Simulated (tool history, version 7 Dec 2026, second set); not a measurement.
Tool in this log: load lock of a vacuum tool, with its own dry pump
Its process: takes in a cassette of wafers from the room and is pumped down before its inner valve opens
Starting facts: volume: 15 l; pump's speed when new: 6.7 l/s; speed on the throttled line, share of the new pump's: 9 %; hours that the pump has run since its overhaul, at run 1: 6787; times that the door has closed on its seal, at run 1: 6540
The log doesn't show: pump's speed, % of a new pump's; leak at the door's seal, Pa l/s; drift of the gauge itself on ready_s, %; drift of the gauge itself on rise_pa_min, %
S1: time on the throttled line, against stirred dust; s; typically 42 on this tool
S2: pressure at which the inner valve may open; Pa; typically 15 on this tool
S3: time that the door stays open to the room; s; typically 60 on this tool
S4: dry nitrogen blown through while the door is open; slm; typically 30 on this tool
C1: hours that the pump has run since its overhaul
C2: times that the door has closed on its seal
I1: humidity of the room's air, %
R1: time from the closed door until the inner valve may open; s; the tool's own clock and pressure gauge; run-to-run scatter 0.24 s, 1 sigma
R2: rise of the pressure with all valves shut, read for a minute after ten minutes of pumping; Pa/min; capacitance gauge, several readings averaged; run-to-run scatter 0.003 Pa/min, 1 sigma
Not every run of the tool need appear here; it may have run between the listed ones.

run	hour	S1	S2	S3	S4	C1	C2	I1	R1	R2
1	0	42	15	60	30	6787	6540	45.7	58.2	0.047
2	312	42	25	60	30	7099	7759	44	57.1	0.052
3	590.8	71	15	60	30	7378	8848	44.6	83.7	0.05
4	825.6	71	15	60	30	7612	9765	45.3	84	0.045
5	1069.7	42	15	60	30	7856	10718	43.4	57.6	0.046
6	1221.9	42	15	60	30	8009	11313	44.7	57.8	0.047
7	1514.7	66	15	60	30	8301	12456	47.3	79.6	0.049
8	1738.3	66	15	60	30	8525	13330	43.6	79.9	0.048
9	2077.1	24	12	81	5	8864	14653	46.5	42.2	0.09
10	2217.6	24	12	81	5	9004	15202	44.3	42.4	0.082
11	2451	24	15	60	30	9238	16113	44.9	41.7	0.047

Here are 5 independent what-if runs from the current tool condition. What would each one return?
A	2647.2	24	29	61	36	9434	16880	47	?	?
B	2647.2	42	26	99	12	9434	16880	44.8	?	?
C	2647.2	24	11	32	13	9434	16880	45.4	?	?
D	2647.2	24	21	60	10	9434	16880	45.3	?	?
E	2647.2	24	13	53	30	9434	16880	44.8	?	?

run	R1	R2
A	40.3	0.043
B	56.8	0.084
C	42.5	0.049
D	41	0.064
E	42	0.05
Had the tool no hidden state, the same runs would have come out as:
run	R1	R2
A	40.3	0.043
B	56.8	0.084
C	42.5	0.048
D	41	0.063
E	42	0.05
